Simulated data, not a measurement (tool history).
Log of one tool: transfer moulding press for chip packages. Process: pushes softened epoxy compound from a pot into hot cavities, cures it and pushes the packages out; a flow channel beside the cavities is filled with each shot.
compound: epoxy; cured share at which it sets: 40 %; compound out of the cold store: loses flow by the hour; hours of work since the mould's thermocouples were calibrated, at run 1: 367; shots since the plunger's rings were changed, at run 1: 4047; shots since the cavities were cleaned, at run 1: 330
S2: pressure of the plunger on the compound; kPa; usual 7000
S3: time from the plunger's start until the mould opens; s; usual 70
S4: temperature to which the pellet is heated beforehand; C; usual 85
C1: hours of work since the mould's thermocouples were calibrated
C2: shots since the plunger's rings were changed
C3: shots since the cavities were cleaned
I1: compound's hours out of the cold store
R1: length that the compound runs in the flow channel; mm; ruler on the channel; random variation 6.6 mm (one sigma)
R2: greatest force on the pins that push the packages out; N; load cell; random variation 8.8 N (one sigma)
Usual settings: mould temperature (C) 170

{"run": 1, "day": 0.0, "mould temperature (C)": 170, "S2": 7000, "S3": 70, "S4": 85, "C1": 367, "C2": 4047, "C3": 330, "I1": 16.3, "R1": 679, "R2": 450}
{"run": 2, "day": 0.271, "mould temperature (C)": 175, "S2": 7000, "S3": 70, "S4": 85, "C1": 371, "C2": 4164, "C3": 447, "I1": 13.3, "R1": 677, "R2": 362}
{"run": 3, "day": 0.571, "mould temperature (C)": 175, "S2": 7000, "S3": 70, "S4": 85, "C1": 376, "C2": 4294, "C3": 577, "I1": 46.6, "R1": 623, "R2": 349}
{"run": 4, "day": 1.05, "mould temperature (C)": 170, "S2": 7000, "S3": 70, "S4": 93, "C1": 383, "C2": 4502, "C3": 785, "I1": 36.2, "R1": 641, "R2": 469}
{"day": 1.212, "done": "cavities cleaned with cleaning compound and waxed"}
{"run": 5, "day": 1.475, "mould temperature (C)": 170, "S2": 7000, "S3": 70, "S4": 85, "C1": 389, "C2": 4660, "C3": 115, "I1": 36.6, "R1": 642, "R2": 531}
{"run": 6, "day": 1.754, "mould temperature (C)": 167, "S2": 7000, "S3": 70, "S4": 85, "C1": 394, "C2": 4780, "C3": 235, "I1": 34.0, "R1": 634, "R2": 671}
{"run": 7, "day": 2.217, "mould temperature (C)": 170, "S2": 7000, "S3": 70, "S4": 83, "C1": 401, "C2": 4981, "C3": 436, "I1": 29.4, "R1": 652, "R2": 584}
{"run": 8, "day": 2.512, "mould temperature (C)": 170, "S2": 7000, "S3": 70, "S4": 83, "C1": 406, "C2": 5109, "C3": 564, "I1": 46.8, "R1": 612, "R2": 510}
{"run": 9, "day": 2.746, "mould temperature (C)": 170, "S2": 7000, "S3": 70, "S4": 83, "C1": 409, "C2": 5211, "C3": 666, "I1": 19.3, "R1": 660, "R2": 565}
{"day": 3.2, "done": "cavities cleaned with cleaning compound and waxed"}
{"run": 10, "day": 3.254, "mould temperature (C)": 170, "S2": 7000, "S3": 70, "S4": 83, "C1": 417, "C2": 5404, "C3": 24, "I1": 15.6, "R1": 669, "R2": 386}
{"day": 3.467, "done": "plunger's sealing rings changed"}
{"day": 3.621, "done": "cavities cleaned with cleaning compound and waxed, once more"}
{"run": 11, "day": 3.692, "mould temperature (C)": 170, "S2": 7000, "S3": 70, "S4": 85, "C1": 421, "C2": 70, "C3": 30, "I1": 21.5, "R1": 707, "R2": 395}
{"run": 12, "day": 3.983, "mould temperature (C)": 170, "S2": 7000, "S3": 70, "S4": 85, "C1": 426, "C2": 198, "C3": 158, "I1": 13.1, "R1": 724, "R2": 429}
{"run": 13, "day": 4.267, "mould temperature (C)": 170, "S2": 7000, "S3": 70, "S4": 85, "C1": 430, "C2": 320, "C3": 280, "I1": 42.2, "R1": 660, "R2": 402}
{"run": 14, "day": 4.508, "mould temperature (C)": 170, "S2": 7000, "S3": 70, "S4": 85, "C1": 434, "C2": 425, "C3": 385, "I1": 16.7, "R1": 712, "R2": 462}
{"run": 15, "day": 4.842, "mould temperature (C)": 170, "S2": 7000, "S3": 70, "S4": 85, "C1": 439, "C2": 570, "C3": 530, "I1": 13.6, "R1": 720, "R2": 489}
{"run": 16, "day": 5.317, "mould temperature (C)": 170, "S2": 7000, "S3": 70, "S4": 85, "C1": 447, "C2": 775, "C3": 735, "I1": 22.2, "R1": 707, "R2": 498}
{"day": 5.6, "done": "cavities cleaned with cleaning compound and waxed"}
{"run": 17, "day": 5.904, "mould temperature (C)": 168, "S2": 8150, "S3": 70, "S4": 84, "C1": 455, "C2": 1003, "C3": 132, "I1": 30.4, "R1": 748, "R2": 460}
{"run": 18, "day": 6.238, "mould temperature (C)": 168, "S2": 8150, "S3": 70, "S4": 84, "C1": 460, "C2": 1146, "C3": 275, "I1": 21.7, "R1": 756, "R2": 493}
{"run": 19, "day": 6.704, "mould temperature (C)": 173, "S2": 5610, "S3": 70, "S4": 84, "C1": 468, "C2": 1350, "C3": 479, "I1": 10.5, "R1": 643, "R2": 413}
{"run": 20, "day": 7.008, "mould temperature (C)": 173, "S2": 5610, "S3": 70, "S4": 84, "C1": 473, "C2": 1481, "C3": 610, "I1": 46.3, "R1": 566, "R2": 398}
{"run": 21, "day": 7.392, "mould temperature (C)": 173, "S2": 5610, "S3": 70, "S4": 84, "C1": 479, "C2": 1648, "C3": 777, "I1": 20.6, "R1": 614, "R2": 415}
{"day": 7.6, "done": "cavities cleaned with cleaning compound and waxed"}
{"run": 22, "day": 7.775, "mould temperature (C)": 173, "S2": 5610, "S3": 70, "S4": 79, "C1": 484, "C2": 1785, "C3": 74, "I1": 11.0, "R1": 629, "R2": 350}
{"run": 23, "day": 8.042, "mould temperature (C)": 170, "S2": 7000, "S3": 70, "S4": 79, "C1": 488, "C2": 1901, "C3": 190, "I1": 14.0, "R1": 703, "R2": 447}
{"run": 24, "day": 8.579, "mould temperature (C)": 170, "S2": 7000, "S3": 70, "S4": 82, "C1": 497, "C2": 2135, "C3": 424, "I1": 16.9, "R1": 704, "R2": 479}
{"run": 25, "day": 9.046, "mould temperature (C)": 170, "S2": 7000, "S3": 70, "S4": 82, "C1": 504, "C2": 2338, "C3": 627, "I1": 46.6, "R1": 627, "R2": 458}
{"run": 26, "day": 9.392, "mould temperature (C)": 166, "S2": 7000, "S3": 70, "S4": 78, "C1": 510, "C2": 2486, "C3": 775, "I1": 21.5, "R1": 685, "R2": 693}
{"day": 9.579, "done": "cavities cleaned with cleaning compound and waxed"}
{"run": 27, "day": 9.829, "mould temperature (C)": 170, "S2": 6450, "S3": 70, "S4": 79, "C1": 516, "C2": 2650, "C3": 108, "I1": 36.9, "R1": 622, "R2": 394}
{"run": 28, "day": 10.138, "mould temperature (C)": 170, "S2": 6450, "S3": 70, "S4": 79, "C1": 521, "C2": 2784, "C3": 242, "I1": 20.3, "R1": 665, "R2": 435}
{"run": 29, "day": 10.571, "mould temperature (C)": 164, "S2": 7000, "S3": 70, "S4": 80, "C1": 528, "C2": 2970, "C3": 428, "I1": 47.0, "R1": 640, "R2": 634}
{"run": 30, "day": 11.058, "mould temperature (C)": 164, "S2": 7000, "S3": 70, "S4": 80, "C1": 535, "C2": 3182, "C3": 640, "I1": 43.8, "R1": 647, "R2": 690}

How the hidden state differs across the entries between the runs, from the last listed run before each to the first after it:
Between runs 4 and 5: cavities cleaned with cleaning compound and waxed (day 1.212)
  pressure that reaches the compound, % of what is set: 87.35 -> 86.95; grip of the stained cavities, % over clean ones': 35.7 -> 50.2
  measured less the result without the state, R1: -44 -> -46 mm; R2: +121 -> +175 N
Between runs 9 and 10: cavities cleaned with cleaning compound and waxed (day 3.200)
  true mould temperature over the reading, C: 0.18 -> 0.19; pressure that reaches the compound, % of what is set: 85.54 -> 85.07; grip of the stained cavities, % over clean ones': 51.8 -> 2.6
  measured less the result without the state, R1: -54 -> -56 mm; R2: +188 -> +5 N
Between runs 10 and 11: plunger's sealing rings changed (day 3.467); cavities cleaned with cleaning compound and waxed, once more (day 3.621)
  pressure that reaches the compound, % of what is set: 85.07 -> 99.19; grip of the stained cavities, % over clean ones': 2.6 -> 2.4
  measured less the result without the state, R1: -56 -> -3 mm; R2: +5 -> +4 N
Between runs 16 and 17: cavities cleaned with cleaning compound and waxed (day 5.600)
  true mould temperature over the reading, C: 0.22 -> 0.23; pressure that reaches the compound, % of what is set: 97.43 -> 96.78; grip of the stained cavities, % over clean ones': 33.3 -> 9
  measured less the result without the state, R1: -9 -> -12 mm; R2: +119 -> +31 N
Between runs 21 and 22: cavities cleaned with cleaning compound and waxed (day 7.600)
  pressure that reaches the compound, % of what is set: 95.05 -> 94.68; grip of the stained cavities, % over clean ones': 34.3 -> 9.3
  measured less the result without the state, R1: -16 -> -18 mm; R2: +103 -> +25 N
Between runs 26 and 27: cavities cleaned with cleaning compound and waxed (day 9.579)
  pressure that reaches the compound, % of what is set: 92.84 -> 92.38; grip of the stained cavities, % over clean ones': 35.7 -> 7.3
  measured less the result without the state, R1: -26 -> -25 mm; R2: +172 -> +21 N
